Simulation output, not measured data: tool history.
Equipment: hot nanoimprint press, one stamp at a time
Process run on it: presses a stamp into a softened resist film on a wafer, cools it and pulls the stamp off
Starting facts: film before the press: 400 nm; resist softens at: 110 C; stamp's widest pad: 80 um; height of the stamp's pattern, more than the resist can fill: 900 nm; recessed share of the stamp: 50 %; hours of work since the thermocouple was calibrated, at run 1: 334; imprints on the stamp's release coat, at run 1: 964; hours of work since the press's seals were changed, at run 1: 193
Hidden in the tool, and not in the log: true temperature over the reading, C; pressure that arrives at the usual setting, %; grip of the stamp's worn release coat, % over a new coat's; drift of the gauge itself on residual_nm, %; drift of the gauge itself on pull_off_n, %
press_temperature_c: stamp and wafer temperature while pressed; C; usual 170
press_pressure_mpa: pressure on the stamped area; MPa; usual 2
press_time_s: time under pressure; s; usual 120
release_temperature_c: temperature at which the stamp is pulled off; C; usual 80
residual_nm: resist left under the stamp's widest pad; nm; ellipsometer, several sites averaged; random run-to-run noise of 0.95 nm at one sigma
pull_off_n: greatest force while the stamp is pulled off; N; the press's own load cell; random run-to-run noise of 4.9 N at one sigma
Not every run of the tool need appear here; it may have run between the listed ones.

| run | hour | press_temperature_c | press_pressure_mpa | press_time_s | release_temperature_c | hours of work since the thermocouple was calibrated | imprints on the stamp's release coat | hours of work since the press's seals were changed | residual_nm | pull_off_n |
|---|---|---|---|---|---|---|---|---|---|---|
| 1 | 0 | 170 | 2 | 120 | 80 | 334 | 964 | 193 | 165.6 | 241 |
| 2 | 13.6 | 170 | 2 | 120 | 80 | 340 | 1004 | 199 | 166.6 | 237 |
| 3 | 26.6 | 177 | 2 | 120 | 80 | 346 | 1043 | 205 | 123.3 | 237 |
| 4 | 40.9 | 177 | 2 | 120 | 80 | 352 | 1085 | 211 | 122.4 | 241 |
| 5 | 47.3 | 177 | 2 | 120 | 80 | 354 | 1104 | 213 | 122.2 | 232 |
| 6 | 59.7 | 177 | 2 | 120 | 80 | 359 | 1140 | 218 | 123.2 | 241 |
| 7 | 66.4 | 170 | 2 | 120 | 80 | 362 | 1160 | 221 | 166 | 243 |
| 8 | 80.9 | 170 | 2 | 120 | 80 | 368 | 1203 | 227 | 166.4 | 236 |
| 9 | 90.1 | 170 | 2 | 85 | 80 | 372 | 1230 | 231 | 193 | 233 |
| 10 | 102.6 | 170 | 2 | 85 | 80 | 378 | 1267 | 236 | 190.1 | 243 |
| 11 | 113.2 | 167 | 2 | 120 | 80 | 382 | 1298 | 241 | 186.8 | 239 |
| 12 | 123.6 | 167 | 2 | 120 | 80 | 386 | 1329 | 245 | 187.5 | 230 |
| 13 | 134.6 | 167 | 2 | 120 | 80 | 391 | 1361 | 250 | 187.1 | 239 |
|  | 140.2 | plate thermocouple calibrated |
| 14 | 149.9 | 167 | 2 | 120 | 78 | 4 | 1397 | 255 | 187.4 | 263 |
| 15 | 162.7 | 170 | 2 | 120 | 67 | 9 | 1435 | 260 | 165.7 | 334 |
| 16 | 174.5 | 162 | 2 | 83 | 80 | 14 | 1470 | 265 | 259.6 | 243 |
| 17 | 184.8 | 162 | 2 | 83 | 80 | 19 | 1500 | 270 | 256 | 241 |
| 18 | 191.3 | 169 | 2 | 90 | 80 | 22 | 1520 | 273 | 192.2 | 241 |
| 19 | 199.5 | 169 | 2 | 90 | 80 | 25 | 1544 | 276 | 190.6 | 236 |
| 20 | 206.3 | 169 | 2 | 90 | 80 | 28 | 1564 | 279 | 192.7 | 246 |
| 21 | 215.8 | 169 | 2 | 90 | 80 | 32 | 1592 | 283 | 192.7 | 233 |
| 22 | 224.8 | 173 | 2.22 | 65 | 81 | 36 | 1619 | 287 | 176.4 | 237 |
| 23 | 237.8 | 166 | 1.27 | 114 | 69 | 41 | 1657 | 292 | 231.2 | 335 |
| 24 | 246.9 | 166 | 1.27 | 112 | 69 | 45 | 1684 | 296 | 232.6 | 318 |
|  | 254 | gauge calibrated |
| 25 | 254.1 | 163 | 2.11 | 120 | 80 | 48 | 1705 | 299 | 223.5 | 241 |
| 26 | 265.4 | 163 | 2.11 | 120 | 88 | 53 | 1738 | 304 | 220.8 | 181 |
| 27 | 280 | 178 | 2 | 129 | 80 | 59 | 1781 | 310 | 113.3 | 239 |
| 28 | 292 | 161 | 2 | 120 | 66 | 64 | 1817 | 315 | 242.2 | 345 |
| 29 | 301.4 | 161 | 2 | 60 | 67 | 68 | 1844 | 319 | 291.6 | 336 |
| 30 | 315.3 | 161 | 2 | 60 | 67 | 74 | 1886 | 325 | 291.6 | 328 |

What if the next run were any one of these 4? Each begins from the tool's condition after run 30:
| A | 322.5 | 168 | 1.7 | 99 | 80 | 77 | 1907 | 328 | ? | ? |
| B | 322.5 | 170 | 2 | 120 | 70 | 77 | 1907 | 328 | ? | ? |
| C | 322.5 | 172 | 1.94 | 136 | 67 | 77 | 1907 | 328 | ? | ? |
| D | 322.5 | 170 | 2.6 | 110 | 80 | 77 | 1907 | 328 | ? | ? |

| run | residual_nm | pull_off_n |
|---|---|---|
| A | 207 | 234 |
| B | 165.9 | 310 |
| C | 145.7 | 339 |
| D | 153.5 | 246 |
What these runs would have given with no unlogged condition in the tool:
| run | residual_nm | pull_off_n |
|---|---|---|
| A | 208.6 | 232 |
| B | 167.1 | 306 |
| C | 146.8 | 335 |
| D | 154.6 | 243 |

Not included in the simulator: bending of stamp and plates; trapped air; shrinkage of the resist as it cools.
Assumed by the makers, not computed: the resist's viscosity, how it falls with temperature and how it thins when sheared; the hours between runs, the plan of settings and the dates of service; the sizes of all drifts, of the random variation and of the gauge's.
